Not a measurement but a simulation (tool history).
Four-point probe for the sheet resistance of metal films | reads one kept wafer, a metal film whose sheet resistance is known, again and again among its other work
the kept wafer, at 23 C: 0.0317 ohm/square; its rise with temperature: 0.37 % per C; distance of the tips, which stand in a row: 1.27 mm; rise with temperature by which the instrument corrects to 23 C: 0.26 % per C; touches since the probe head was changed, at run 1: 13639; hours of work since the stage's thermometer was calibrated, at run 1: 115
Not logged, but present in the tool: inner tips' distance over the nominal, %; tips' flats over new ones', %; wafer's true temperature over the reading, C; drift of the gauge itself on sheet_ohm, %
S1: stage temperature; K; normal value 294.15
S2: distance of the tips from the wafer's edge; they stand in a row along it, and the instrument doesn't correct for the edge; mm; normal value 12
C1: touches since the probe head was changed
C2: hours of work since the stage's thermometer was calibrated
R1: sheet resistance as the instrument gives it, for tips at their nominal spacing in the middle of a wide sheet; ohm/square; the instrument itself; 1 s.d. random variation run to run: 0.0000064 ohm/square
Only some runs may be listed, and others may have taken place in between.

Run 1, hour 0.0: usual settings; C1 13639; C2 115. Result: R1 0.031905 ohm/square.
Run 2, hour 8.7: usual settings but S2 18 mm; C1 13827; C2 120. Result: R1 0.031816 ohm/square.
Run 3, hour 25.7: usual settings but S2 49 mm; C1 14195; C2 130. Result: R1 0.031729 ohm/square.
Run 4, hour 36.6: usual settings but S2 49 mm; C1 14430; C2 136. Result: R1 0.031725 ohm/square.
Run 5, hour 56.6: usual settings but S2 49 mm; C1 14862; C2 147. Result: R1 0.031739 ohm/square.
Run 6, hour 76.1: usual settings but S2 49 mm; C1 15284; C2 159. Result: R1 0.031734 ohm/square.
Run 7, hour 90.7: usual settings but S2 49 mm; C1 15600; C2 167. Result: R1 0.031743 ohm/square.
Run 8, hour 104.3: usual settings but S2 49 mm; C1 15895; C2 175. Result: R1 0.031744 ohm/square.
Run 9, hour 115.7: usual settings but S2 35 mm; C1 16141; C2 182. Result: R1 0.031747 ohm/square.
Run 10, hour 133.6: usual settings but S2 35 mm; C1 16529; C2 192. Result: R1 0.031758 ohm/square.
Run 11, hour 153.8: usual settings but S2 35 mm; C1 16965; C2 204. Result: R1 0.031744 ohm/square.
Run 12, hour 169.7: usual settings but S2 35 mm; C1 17309; C2 213. Result: R1 0.031760 ohm/square.
Run 13, hour 183.2: usual settings; C1 17602; C2 221. Result: R1 0.031926 ohm/square.
Run 14, hour 202.5: usual settings; C1 18020; C2 232. Result: R1 0.031923 ohm/square.
Run 15, hour 218.6: usual settings; C1 18367; C2 241. Result: R1 0.031914 ohm/square.
Run 16, hour 234.2: usual settings but S1 301.15 K; C1 18705; C2 250. Result: R1 0.032166 ohm/square.
Run 17, hour 248.5: usual settings; C1 19013; C2 259. Result: R1 0.031921 ohm/square.
Run 18, hour 257.9: usual settings; C1 19217; C2 264. Result: R1 0.031924 ohm/square.
Run 19, hour 275.6: usual settings; C1 19601; C2 274. Result: R1 0.031920 ohm/square.
Run 20, hour 287.7: usual settings; C1 19862; C2 281. Result: R1 0.031910 ohm/square.
Run 21, hour 308.9: usual settings; C1 20320; C2 294. Result: R1 0.031919 ohm/square.
Run 22, hour 317.7: usual settings; C1 20512; C2 299. Result: R1 0.031921 ohm/square.
Run 23, hour 338.8: usual settings but S2 14 mm; C1 20967; C2 311. Result: R1 0.031872 ohm/square.
Run 24, hour 357.9: usual settings but S1 308.15 K, S2 7 mm; C1 21381; C2 322. Result: R1 0.032777 ohm/square.
Run 25, hour 370.0: usual settings but S1 308.15 K, S2 7 mm; C1 21642; C2 329. Result: R1 0.032778 ohm/square.
Run 26, hour 381.8: usual settings but S1 308.15 K, S2 29 mm; C1 21898; C2 336. Result: R1 0.032252 ohm/square.
Run 27, hour 392.7: usual settings but S1 292.15 K, S2 11 mm; C1 22133; C2 342. Result: R1 0.031888 ohm/square.
Run 28, hour 409.7: usual settings but S1 292.15 K, S2 11 mm; C1 22501; C2 352. Result: R1 0.031889 ohm/square.
Run 29, hour 420.8: usual settings but S1 292.15 K, S2 11 mm; C1 22741; C2 359. Result: R1 0.031903 ohm/square.
Run 30, hour 437.1: usual settings but S1 308.15 K, S2 8 mm; C1 23093; C2 368. Result: R1 0.032641 ohm/square.
Run 31, hour 449.2: usual settings; C1 23354; C2 375. Result: R1 0.031927 ohm/square.
Run 32, hour 463.5: usual settings but S1 301.15 K, S2 3 mm; C1 23665; C2 383. Result: R1 0.034779 ohm/square.
Run 33, hour 478.6: usual settings but S1 304.15 K, S2 17 mm; C1 23991; C2 392. Result: R1 0.032177 ohm/square.
Run 34, hour 496.7: usual settings but S1 292.15 K, S2 14 mm; C1 24382; C2 402. Result: R1 0.031809 ohm/square.
Run 35, hour 507.0: usual settings but S1 291.15 K, S2 3 mm; C1 24605; C2 408. Result: R1 0.034413 ohm/square.
Run 36, hour 525.8: usual settings but S1 291.15 K, S2 3 mm; C1 25013; C2 419. Result: R1 0.034398 ohm/square.
Run 37, hour 543.0: usual settings but S1 291.15 K, S2 3 mm; C1 25383; C2 429. Result: R1 0.034407 ohm/square.
Run 38, hour 552.3: usual settings but S1 291.15 K, S2 3 mm; C1 25585; C2 435. Result: R1 0.034392 ohm/square.
Run 39, hour 567.6: usual settings but S1 299.15 K; C1 25917; C2 444. Result: R1 0.032120 ohm/square.
Run 40, hour 580.5: usual settings but S2 4 mm; C1 26195; C2 451. Result: R1 0.033368 ohm/square.
Run 41, hour 590.7: usual settings but S1 295.15 K, S2 5 mm; C1 26416; C2 457. Result: R1 0.032840 ohm/square.
Run 42, hour 604.2: usual settings but S1 298.15 K, S2 42 mm; C1 26709; C2 465. Result: R1 0.031908 ohm/square.
Run 43, hour 620.1: usual settings but S1 300.15 K, S2 6 mm; C1 27051; C2 474. Result: R1 0.032704 ohm/square.
Run 44, hour 640.1: usual settings but S1 299.15 K, S2 6 mm; C1 27484; C2 486. Result: R1 0.032680 ohm/square.
Run 45, hour 656.8: usual settings but S1 299.15 K, S2 6 mm; C1 27847; C2 495. Result: R1 0.032674 ohm/square.

Here are 3 independent what-if runs from the current tool condition. What would each one return?
Run A, hour 675.3: usual settings but S1 297.15 K, S2 6 mm; C1 28247; C2 506. Result: R1 ?.
Run B, hour 675.3: usual settings but S2 14 mm; C1 28247; C2 506. Result: R1 ?.
Run C, hour 675.3: usual settings but S1 297.15 K, S2 22 mm; C1 28247; C2 506. Result: R1 ?.

run        R1
  A  0.032613
  B  0.031891
  C  0.031899
With no hidden state in the tool, these same runs would have given:
run        R1
  A  0.032491
  B  0.031771
  C  0.031779

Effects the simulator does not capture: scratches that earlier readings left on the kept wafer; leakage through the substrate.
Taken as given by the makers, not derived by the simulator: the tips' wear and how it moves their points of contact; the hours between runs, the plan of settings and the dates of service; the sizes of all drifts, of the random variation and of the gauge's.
